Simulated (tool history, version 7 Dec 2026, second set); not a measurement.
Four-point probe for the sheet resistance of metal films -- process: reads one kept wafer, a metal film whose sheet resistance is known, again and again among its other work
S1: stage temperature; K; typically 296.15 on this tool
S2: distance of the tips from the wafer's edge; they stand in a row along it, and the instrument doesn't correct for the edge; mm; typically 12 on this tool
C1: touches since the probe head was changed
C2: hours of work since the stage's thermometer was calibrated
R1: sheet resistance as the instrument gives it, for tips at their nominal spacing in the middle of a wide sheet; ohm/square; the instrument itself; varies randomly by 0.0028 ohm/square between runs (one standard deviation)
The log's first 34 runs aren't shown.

run	hour	S1	S2	C1	C2	R1
35	1031	296.15	20	59873	151	14.088731
36	1053.2	297.15	60	60706	163	14.079651
37	1072.8	301.15	5	61437	173	14.166082
38	1115.6	297.15	18	63034	195	14.087264
39	1148.1	299.15	45	64250	212	14.063069
40	1186.1	299.15	45	65671	231	14.068816
41	1206.1	299.15	45	66416	242	14.069468
42	1236.3	299.15	45	67545	257	14.068163
43	1262.8	303.15	16	68533	271	14.04612
44	1296.1	291.15	52	69778	288	14.147193
45	1323.7	295.15	64	70809	302	14.107111

Forecast each of these 4 alternatives for the next run:
A	1355.2	292.15	52	71988	318	?
B	1355.2	299.15	3	71988	318	?
C	1355.2	307.15	67	71988	318	?
D	1355.2	292.15	7	71988	318	?

run	R1
A	14.1381
B	14.404394
C	14.00683
D	14.20219
The same runs, with their run-to-run variation unchanged, on a tool lacking any hidden condition would have given:
run	R1
A	14.092483
B	14.358115
C	13.961884
D	14.156381
